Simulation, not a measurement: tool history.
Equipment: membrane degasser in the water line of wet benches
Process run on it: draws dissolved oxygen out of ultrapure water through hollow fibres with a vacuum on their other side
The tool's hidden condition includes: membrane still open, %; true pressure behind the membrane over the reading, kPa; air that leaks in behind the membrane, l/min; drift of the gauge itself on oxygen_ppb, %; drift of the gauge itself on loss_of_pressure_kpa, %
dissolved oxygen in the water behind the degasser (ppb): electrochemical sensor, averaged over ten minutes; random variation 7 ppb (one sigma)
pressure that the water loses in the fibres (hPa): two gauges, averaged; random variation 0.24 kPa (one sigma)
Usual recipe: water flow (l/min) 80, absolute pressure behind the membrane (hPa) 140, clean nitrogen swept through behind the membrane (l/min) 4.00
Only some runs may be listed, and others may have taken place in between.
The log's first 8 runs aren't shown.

run,hour,water flow (l/min),absolute pressure behind the membrane (hPa),clean nitrogen swept through behind the membrane (l/min),hours since the membrane was changed,hours since the vacuum gauge was calibrated,hours since the vacuum lines were made tight,dissolved oxygen in the water behind the degasser (ppb),pressure that the water loses in the fibres (hPa)
9,808.3,80,140,4.00,2944,4626,3510,697.2,595.1
10,903.4,80,140,4.00,3039,4721,3605,695.3,592.3
11,1008.5,80,140,4.00,3145,4826,3711,698.8,595.0
12,1115.8,80,140,5.34,3252,4933,3818,595.7,594.2
13,1198.4,64,140,4.00,3334,5016,3900,500.2,475.5
14,1289.2,124,140,4.00,3425,5106,3991,1336.0,906.3
15,1383.0,124,140,4.00,3519,5200,4085,1338.2,913.2
16,1487.2,80,186,4.00,3623,5304,4189,868.0,587.0
# hour 1531.6: gauge calibrated
17,1600.7,80,123,1.67,3737,5418,4303,1001.7,603.0
18,1731.5,80,123,1.67,3867,5549,4433,1003.9,601.2
19,1792.1,62,123,1.73,3928,5609,4494,720.4,468.4
20,1895.1,62,123,1.73,4031,5712,4597,720.5,468.8
21,2032.5,52,140,1.66,4168,5850,4734,698.4,389.1
22,2116.7,52,172,1.66,4253,5934,4819,890.2,385.6
23,2242.4,97,121,5.05,4378,6060,4944,785.7,727.4
24,2342.8,119,208,6.70,4479,6160,5045,1284.9,893.8
25,2481.6,81,118,3.64,4618,6299,5184,667.6,603.9
26,2621.5,81,168,8.01,4758,6439,5324,568.1,604.5
27,2704.9,115,140,2.25,4841,6522,5407,1504.5,852.1
28,2818.2,115,99,4.53,4954,6635,5520,994.1,849.3
29,2896.6,81,121,2.80,5033,6714,5599,769.0,597.4
30,3029.4,81,121,2.80,5165,6847,5731,768.4,595.7
31,3114.3,81,121,2.80,5250,6932,5816,761.1,594.4
32,3213.2,89,140,5.19,5349,7030,5915,728.0,658.1

What if the next run were any one of these 4? Each begins from the tool's condition after run 32:
A,3298.3,122,334,7.97,5434,7116,6000,?,?
B,3298.3,85,140,4.00,5434,7116,6000,?,?
C,3298.3,107,277,3.32,5434,7116,6000,?,?
D,3298.3,83,105,1.78,5434,7116,6000,?,?

run,dissolved oxygen in the water behind the degasser (ppb),pressure that the water loses in the fibres (hPa)
A,1571.9,893.7
B,754.2,625.1
C,1857.1,783.9
D,876.9,604.1
With no hidden state in the tool, these same runs would have given:
run,dissolved oxygen in the water behind the degasser (ppb),pressure that the water loses in the fibres (hPa)
A,1570.5,920.4
B,753.0,643.9
C,1855.7,807.3
D,875.4,622.2

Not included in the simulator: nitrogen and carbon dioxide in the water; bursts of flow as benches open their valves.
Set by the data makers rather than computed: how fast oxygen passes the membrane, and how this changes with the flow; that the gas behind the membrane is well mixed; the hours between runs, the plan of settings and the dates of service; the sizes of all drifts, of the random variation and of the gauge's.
